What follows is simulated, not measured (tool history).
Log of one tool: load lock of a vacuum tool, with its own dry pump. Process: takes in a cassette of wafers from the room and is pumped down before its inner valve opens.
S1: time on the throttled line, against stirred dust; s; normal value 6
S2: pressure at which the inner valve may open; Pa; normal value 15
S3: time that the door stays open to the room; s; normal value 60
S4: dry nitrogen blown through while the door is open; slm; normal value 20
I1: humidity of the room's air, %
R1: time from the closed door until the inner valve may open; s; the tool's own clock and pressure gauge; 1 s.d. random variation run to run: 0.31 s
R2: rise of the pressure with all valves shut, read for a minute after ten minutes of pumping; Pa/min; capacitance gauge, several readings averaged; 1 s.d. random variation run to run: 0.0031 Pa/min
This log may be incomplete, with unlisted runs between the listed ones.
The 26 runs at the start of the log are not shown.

run 27 hour=9480.7 | S1=6 S2=25 S3=60 S4=9 | I1=44.7 | R1=15.0 R2=0.406
run 28 hour=9963.9 | S1=6 S2=23 S3=60 S4=19 | I1=49.3 | R1=14.8 R2=0.419
run 29 hour=10185.4 | S1=6 S2=14 S3=81 S4=13 | I1=44.0 | R1=15.6 R2=0.431
run 30 hour=10475.1 | S1=8 S2=12 S3=73 S4=13 | I1=43.4 | R1=16.6 R2=0.439
run 31 hour=10897.1 | S1=11 S2=16 S3=33 S4=20 | I1=46.1 | R1=19.1 R2=0.414
run 32 hour=11173.6 | S1=11 S2=16 S3=33 S4=20 | I1=42.1 | R1=19.2 R2=0.418
run 33 hour=11636.9 | S1=6 S2=15 S3=147 S4=20 | I1=45.9 | R1=15.7 R2=0.484
run 34 hour=12110.6 | S1=6 S2=15 S3=147 S4=20 | I1=44.6 | R1=15.7 R2=0.490
run 35 hour=12441.0 | S1=9 S2=15 S3=60 S4=20 | I1=46.7 | R1=17.6 R2=0.484
run 36 hour=12890.7 | S1=8 S2=12 S3=94 S4=5 | I1=50.1 | R1=17.5 R2=0.562

4 options for the next run, each taken on its own from the tool as it stands now. Forecast them:
run A hour=13341.2 | S1=8 S2=30 S3=94 S4=5 | I1=46.1 | R1=? R2=?
run B hour=13341.2 | S1=6 S2=15 S3=60 S4=45 | I1=42.9 | R1=? R2=?
run C hour=13341.2 | S1=6 S2=15 S3=221 S4=20 | I1=42.6 | R1=? R2=?
run D hour=13341.2 | S1=7 S2=15 S3=60 S4=4 | I1=45.1 | R1=? R2=?

run=A R1=15.8 R2=0.558
run=B R1=15.7 R2=0.485
run=C R1=15.5 R2=0.557
run=D R1=16.6 R2=0.542
Take away the tool's hidden state, keep each run's random variation, and the runs would have read:
run=A R1=14.4 R2=0.128
run=B R1=14.0 R2=0.051
run=C R1=13.8 R2=0.127
run=D R1=15.0 R2=0.112
